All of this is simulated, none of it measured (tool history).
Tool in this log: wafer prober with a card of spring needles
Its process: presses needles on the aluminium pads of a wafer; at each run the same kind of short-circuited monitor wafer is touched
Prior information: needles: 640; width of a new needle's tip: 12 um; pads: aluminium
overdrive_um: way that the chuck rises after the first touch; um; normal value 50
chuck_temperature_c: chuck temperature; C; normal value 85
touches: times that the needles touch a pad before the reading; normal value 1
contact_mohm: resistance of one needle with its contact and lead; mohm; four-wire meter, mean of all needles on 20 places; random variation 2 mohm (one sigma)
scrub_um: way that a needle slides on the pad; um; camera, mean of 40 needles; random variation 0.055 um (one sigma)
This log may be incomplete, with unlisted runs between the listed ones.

| run | hour | overdrive_um | chuck_temperature_c | touches | contact_mohm | scrub_um |
|---|---|---|---|---|---|---|
| 1 | 0.0 | 50 | 85 | 1 | 356 | 9.53 |
| 2 | 4.6 | 33 | 85 | 1 | 549 | 6.25 |
|  | 9.6 | tips cleaned on abrasive film |
| 3 | 12.2 | 33 | 85 | 1 | 309 | 6.20 |
| 4 | 17.7 | 33 | 85 | 1 | 397 | 6.19 |
| 5 | 26.2 | 33 | 85 | 1 | 483 | 6.21 |
| 6 | 31.8 | 50 | 85 | 1 | 347 | 9.47 |
| 7 | 37.8 | 59 | 36 | 1 | 315 | 11.16 |
| 8 | 44.9 | 54 | 44 | 1 | 355 | 10.23 |
|  | 47.8 | tips cleaned on abrasive film |
| 9 | 54.7 | 37 | 79 | 1 | 343 | 7.03 |
| 10 | 63.0 | 57 | 106 | 3 | 249 | 10.81 |
| 11 | 74.4 | 57 | 106 | 3 | 264 | 10.86 |

The same runs without the tool's hidden state, with the same run-to-run variation:
Hidden state at play: debris on the tips, nm; way that the needles fall short of the set height, um; tips' diameter, um; drift of the gauge itself on contact_mohm, %; drift of the gauge itself on scrub_um, %.
| run | contact_mohm | scrub_um |
|---|---|---|
| 1 | 220 | 9.61 |
| 2 | 234 | 6.34 |
| 3 | 233 | 6.30 |
| 4 | 238 | 6.29 |
| 5 | 236 | 6.31 |
| 6 | 217 | 9.58 |
| 7 | 201 | 11.26 |
| 8 | 208 | 10.33 |
| 9 | 228 | 7.16 |
| 10 | 220 | 10.94 |
| 11 | 225 | 10.99 |

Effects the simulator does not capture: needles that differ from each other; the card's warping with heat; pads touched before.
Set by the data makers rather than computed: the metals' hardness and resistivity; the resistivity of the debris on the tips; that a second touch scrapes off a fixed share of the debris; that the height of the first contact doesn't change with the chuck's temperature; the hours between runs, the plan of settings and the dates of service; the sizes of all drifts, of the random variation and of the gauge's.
